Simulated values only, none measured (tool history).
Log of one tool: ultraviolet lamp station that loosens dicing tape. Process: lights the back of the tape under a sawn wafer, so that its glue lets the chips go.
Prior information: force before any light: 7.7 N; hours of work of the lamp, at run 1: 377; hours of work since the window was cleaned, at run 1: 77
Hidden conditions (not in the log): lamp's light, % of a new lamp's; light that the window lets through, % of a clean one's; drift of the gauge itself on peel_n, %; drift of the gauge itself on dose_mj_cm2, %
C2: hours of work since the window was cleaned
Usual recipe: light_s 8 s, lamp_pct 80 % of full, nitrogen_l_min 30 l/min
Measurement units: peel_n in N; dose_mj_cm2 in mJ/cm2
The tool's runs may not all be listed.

run 1 day=0 | light_s=8 lamp_pct=80 nitrogen_l_min=30 | hours_of_work_of_the_lamp=377 C2=77 | peel_n=1.362 dose_mj_cm2=503
run 2 day=1.096 | light_s=8 lamp_pct=80 nitrogen_l_min=30 | hours_of_work_of_the_lamp=389 C2=89 | peel_n=1.387 dose_mj_cm2=499
run 3 day=1.754 | light_s=8 lamp_pct=80 nitrogen_l_min=30 | hours_of_work_of_the_lamp=395 C2=96 | peel_n=1.36 dose_mj_cm2=497
run 4 day=2.875 | light_s=4 lamp_pct=80 nitrogen_l_min=30 | hours_of_work_of_the_lamp=407 C2=107 | peel_n=3.134 dose_mj_cm2=251
run 5 day=3.617 | light_s=4 lamp_pct=80 nitrogen_l_min=30 | hours_of_work_of_the_lamp=415 C2=115 | peel_n=3.191 dose_mj_cm2=244
run 6 day=4.604 | light_s=4 lamp_pct=80 nitrogen_l_min=14 | hours_of_work_of_the_lamp=425 C2=125 | peel_n=3.804 dose_mj_cm2=241
run 7 day=5.775 | light_s=8 lamp_pct=86 nitrogen_l_min=30 | hours_of_work_of_the_lamp=437 C2=137 | peel_n=1.285 dose_mj_cm2=517
run 8 day=6.404 | light_s=7 lamp_pct=80 nitrogen_l_min=30 | hours_of_work_of_the_lamp=444 C2=144 | peel_n=1.694 dose_mj_cm2=421
run 9 day=7.192 | light_s=7 lamp_pct=80 nitrogen_l_min=30 | hours_of_work_of_the_lamp=452 C2=152 | peel_n=1.847 dose_mj_cm2=426
run 10 day=7.933 | light_s=7 lamp_pct=80 nitrogen_l_min=30 | hours_of_work_of_the_lamp=459 C2=159 | peel_n=1.774 dose_mj_cm2=420
run 11 day=8.942 | light_s=7 lamp_pct=80 nitrogen_l_min=30 | hours_of_work_of_the_lamp=470 C2=170 | peel_n=1.814 dose_mj_cm2=415
run 12 day=9.667 | light_s=10 lamp_pct=80 nitrogen_l_min=30 | hours_of_work_of_the_lamp=477 C2=177 | peel_n=1.019 dose_mj_cm2=586
run 13 day=10.683 | light_s=10 lamp_pct=80 nitrogen_l_min=30 | hours_of_work_of_the_lamp=488 C2=188 | peel_n=1.073 dose_mj_cm2=582
run 14 day=11.288 | light_s=10 lamp_pct=80 nitrogen_l_min=14 | hours_of_work_of_the_lamp=494 C2=194 | peel_n=1.598 dose_mj_cm2=579
run 15 day=11.854 | light_s=11 lamp_pct=80 nitrogen_l_min=30 | hours_of_work_of_the_lamp=500 C2=200 | peel_n=0.863 dose_mj_cm2=634
run 16 day=12.679 | light_s=8 lamp_pct=80 nitrogen_l_min=30 | hours_of_work_of_the_lamp=508 C2=208 | peel_n=1.587 dose_mj_cm2=464
run 17 day=13.396 | light_s=8 lamp_pct=80 nitrogen_l_min=30 | hours_of_work_of_the_lamp=516 C2=216 | peel_n=1.52 dose_mj_cm2=455
run 18 day=14.275 | light_s=8 lamp_pct=80 nitrogen_l_min=30 | hours_of_work_of_the_lamp=525 C2=225 | peel_n=1.544 dose_mj_cm2=454
run 19 day=15.4 | light_s=8 lamp_pct=80 nitrogen_l_min=30 | hours_of_work_of_the_lamp=536 C2=237 | peel_n=1.639 dose_mj_cm2=449
run 20 day=16.429 | light_s=15 lamp_pct=80 nitrogen_l_min=30 | hours_of_work_of_the_lamp=547 C2=247 | peel_n=0.533 dose_mj_cm2=831
run 21 day=17.142 | light_s=8 lamp_pct=80 nitrogen_l_min=30 | hours_of_work_of_the_lamp=554 C2=255 | peel_n=1.629 dose_mj_cm2=440
run 22 day=17.896 | light_s=8 lamp_pct=80 nitrogen_l_min=36 | hours_of_work_of_the_lamp=562 C2=262 | peel_n=1.572 dose_mj_cm2=437
run 23 day=19.025 | light_s=8 lamp_pct=80 nitrogen_l_min=36 | hours_of_work_of_the_lamp=574 C2=274 | peel_n=1.543 dose_mj_cm2=434
run 24 day=19.858 | light_s=10 lamp_pct=69 nitrogen_l_min=59 | hours_of_work_of_the_lamp=582 C2=283 | peel_n=1.088 dose_mj_cm2=465
-- day=20.458 window cleaned of glue's vapour
run 25 day=20.892 | light_s=8 lamp_pct=69 nitrogen_l_min=59 | hours_of_work_of_the_lamp=593 C2=4 | peel_n=1.726 dose_mj_cm2=356
run 26 day=21.488 | light_s=8 lamp_pct=69 nitrogen_l_min=59 | hours_of_work_of_the_lamp=599 C2=11 | peel_n=1.685 dose_mj_cm2=348
run 27 day=22.408 | light_s=15 lamp_pct=80 nitrogen_l_min=53 | hours_of_work_of_the_lamp=609 C2=20 | peel_n=0.461 dose_mj_cm2=754
run 28 day=23.267 | light_s=15 lamp_pct=80 nitrogen_l_min=53 | hours_of_work_of_the_lamp=617 C2=29 | peel_n=0.473 dose_mj_cm2=752
run 29 day=24.162 | light_s=6 lamp_pct=61 nitrogen_l_min=10 | hours_of_work_of_the_lamp=627 C2=38 | peel_n=4.389 dose_mj_cm2=228
run 30 day=24.854 | light_s=5 lamp_pct=76 nitrogen_l_min=15 | hours_of_work_of_the_lamp=634 C2=45 | peel_n=3.979 dose_mj_cm2=236
run 31 day=25.921 | light_s=13 lamp_pct=80 nitrogen_l_min=16 | hours_of_work_of_the_lamp=645 C2=56 | peel_n=1.352 dose_mj_cm2=630
-- day=26.242 window cleaned of glue's vapour, once more
run 32 day=26.621 | light_s=13 lamp_pct=80 nitrogen_l_min=16 | hours_of_work_of_the_lamp=652 C2=4 | peel_n=0.92 dose_mj_cm2=774
run 33 day=27.483 | light_s=5 lamp_pct=83 nitrogen_l_min=28 | hours_of_work_of_the_lamp=661 C2=13 | peel_n=2.557 dose_mj_cm2=308
run 34 day=28.396 | light_s=5 lamp_pct=76 nitrogen_l_min=11 | hours_of_work_of_the_lamp=670 C2=22 | peel_n=3.875 dose_mj_cm2=276
run 35 day=29.488 | light_s=5 lamp_pct=73 nitrogen_l_min=57 | hours_of_work_of_the_lamp=682 C2=34 | peel_n=2.395 dose_mj_cm2=262
run 36 day=30.662 | light_s=10 lamp_pct=89 nitrogen_l_min=14 | hours_of_work_of_the_lamp=694 C2=46 | peel_n=1.387 dose_mj_cm2=641
run 37 day=31.867 | light_s=7 lamp_pct=89 nitrogen_l_min=20 | hours_of_work_of_the_lamp=706 C2=58 | peel_n=1.895 dose_mj_cm2=443
run 38 day=33.012 | light_s=5 lamp_pct=80 nitrogen_l_min=21 | hours_of_work_of_the_lamp=718 C2=70 | peel_n=3.104 dose_mj_cm2=285
run 39 day=34.192 | light_s=8 lamp_pct=80 nitrogen_l_min=11 | hours_of_work_of_the_lamp=730 C2=82 | peel_n=2.545 dose_mj_cm2=453
run 40 day=35.358 | light_s=7 lamp_pct=80 nitrogen_l_min=30 | hours_of_work_of_the_lamp=742 C2=94 | peel_n=1.997 dose_mj_cm2=388
run 41 day=36.121 | light_s=9 lamp_pct=63 nitrogen_l_min=12 | hours_of_work_of_the_lamp=750 C2=102 | peel_n=2.856 dose_mj_cm2=390
run 42 day=36.642 | light_s=10 lamp_pct=63 nitrogen_l_min=26 | hours_of_work_of_the_lamp=755 C2=107 | peel_n=1.73 dose_mj_cm2=436
run 43 day=37.704 | light_s=10 lamp_pct=63 nitrogen_l_min=26 | hours_of_work_of_the_lamp=766 C2=118 | peel_n=1.811 dose_mj_cm2=433

Some steps in peel_n, run to run, broken into two amounts with sign: the step expected even without the hidden condition (settings, incoming material, random variation), and the rest, left for the hidden condition together with whatever gauge scatter is not in both the measured and the hidden-condition-free result:
Run 6 -> 7: light_s 4 -> 8, lamp_pct 80 -> 86, nitrogen_l_min 14 -> 30. peel_n -2.519 N: hidden state -0.114, all else -2.405.
Run 26 -> 27: light_s 8 -> 15, lamp_pct 69 -> 80, nitrogen_l_min 59 -> 53. peel_n -1.224 N: hidden state -0.562, all else -0.662.
Run 28 -> 29: light_s 15 -> 6, lamp_pct 80 -> 61, nitrogen_l_min 53 -> 10. peel_n +3.916 N: hidden state +0.802, all else +3.114.
Run 30 -> 31: light_s 5 -> 13, lamp_pct 76 -> 80, nitrogen_l_min 15 -> 16. peel_n -2.627 N: hidden state -0.378, all else -2.249.
Run 31 -> 32: window cleaned of glue's vapour, once more. peel_n -0.432 N: hidden state -0.402, all else -0.03.
